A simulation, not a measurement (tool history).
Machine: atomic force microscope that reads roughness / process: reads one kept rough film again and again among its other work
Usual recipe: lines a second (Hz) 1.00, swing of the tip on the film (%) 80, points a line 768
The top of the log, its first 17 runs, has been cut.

| run | day | lines a second (Hz) | swing of the tip on the film (%) | points a line | roughness of the kept film (nm (root mean square)) |
|---|---|---|---|---|---|
| 18 | 5.542 | 3.08 | 80 | 768 | 1.200 |
| 19 | 5.854 | 0.50 | 80 | 779 | 1.449 |
|  | 5.925 | new tip fitted |
| 20 | 6.179 | 0.50 | 80 | 779 | 1.445 |
| 21 | 6.488 | 1.95 | 68 | 616 | 1.391 |
| 22 | 6.825 | 1.71 | 56 | 1022 | 1.466 |
| 23 | 7.112 | 1.71 | 56 | 1022 | 1.460 |
| 24 | 7.333 | 1.83 | 68 | 334 | 1.397 |
| 25 | 7.650 | 0.90 | 77 | 334 | 1.417 |
| 26 | 7.992 | 1.12 | 76 | 620 | 1.399 |
| 27 | 8.242 | 1.12 | 76 | 620 | 1.407 |
| 28 | 8.500 | 1.12 | 76 | 620 | 1.405 |
| 29 | 8.842 | 0.78 | 71 | 607 | 1.449 |
| 30 | 9.125 | 1.40 | 64 | 270 | 1.440 |
| 31 | 9.442 | 0.92 | 62 | 768 | 1.472 |
| 32 | 9.771 | 2.65 | 77 | 624 | 1.273 |
| 33 | 10.100 | 2.22 | 75 | 624 | 1.317 |
| 34 | 10.404 | 1.00 | 71 | 768 | 1.431 |
| 35 | 10.596 | 1.00 | 71 | 768 | 1.435 |

Forecast each of these 3 alternatives for the next run:
| A | 10.938 | 0.52 | 80 | 768 | ? |
| B | 10.938 | 1.90 | 71 | 768 | ? |
| C | 10.938 | 2.97 | 80 | 673 | ? |

| run | roughness of the kept film (nm (root mean square)) |
|---|---|
| A | 1.448 |
| B | 1.376 |
| C | 1.204 |
Without the tool's unlogged condition, the same runs would have read:
| run | roughness of the kept film (nm (root mean square)) |
|---|---|
| A | 1.449 |
| B | 1.377 |
| C | 1.205 |

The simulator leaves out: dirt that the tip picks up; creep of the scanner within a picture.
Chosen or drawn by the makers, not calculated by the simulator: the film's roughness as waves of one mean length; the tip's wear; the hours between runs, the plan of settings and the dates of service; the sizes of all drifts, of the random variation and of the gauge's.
